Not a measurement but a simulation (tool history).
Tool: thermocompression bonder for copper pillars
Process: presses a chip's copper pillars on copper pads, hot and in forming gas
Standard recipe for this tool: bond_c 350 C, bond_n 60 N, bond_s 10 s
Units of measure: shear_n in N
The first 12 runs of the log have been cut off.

Run 13, hour 239.4: usual settings. Result: shear_n 62.6 N.
Run 14, hour 259.3: usual settings but bond_s 12 s. Result: shear_n 66.7 N.
Run 15, hour 286.5: usual settings but bond_n 42 N. Result: shear_n 43.9 N.
Run 16, hour 301.5: usual settings but bond_n 42 N. Result: shear_n 43.1 N.
Run 17, hour 317.0: usual settings but bond_n 42 N. Result: shear_n 43.6 N.
Run 18, hour 330.1: usual settings but bond_n 42 N. Result: shear_n 44.3 N.
Run 19, hour 346.6: usual settings but bond_c 358 C, bond_s 18 s. Result: shear_n 84.0 N.
Run 20, hour 363.9: usual settings but bond_c 379 C, bond_s 18 s. Result: shear_n 101.7 N.

For run 21, what comes out?
Run 21, hour 378.1: usual settings but bond_c 379 C, bond_s 18 s. Result: shear_n ?.

{"run 21": {"shear_n": 100.5}}
Minus the tool's unlogged condition, the same run would have read shear_n 100.5 N.
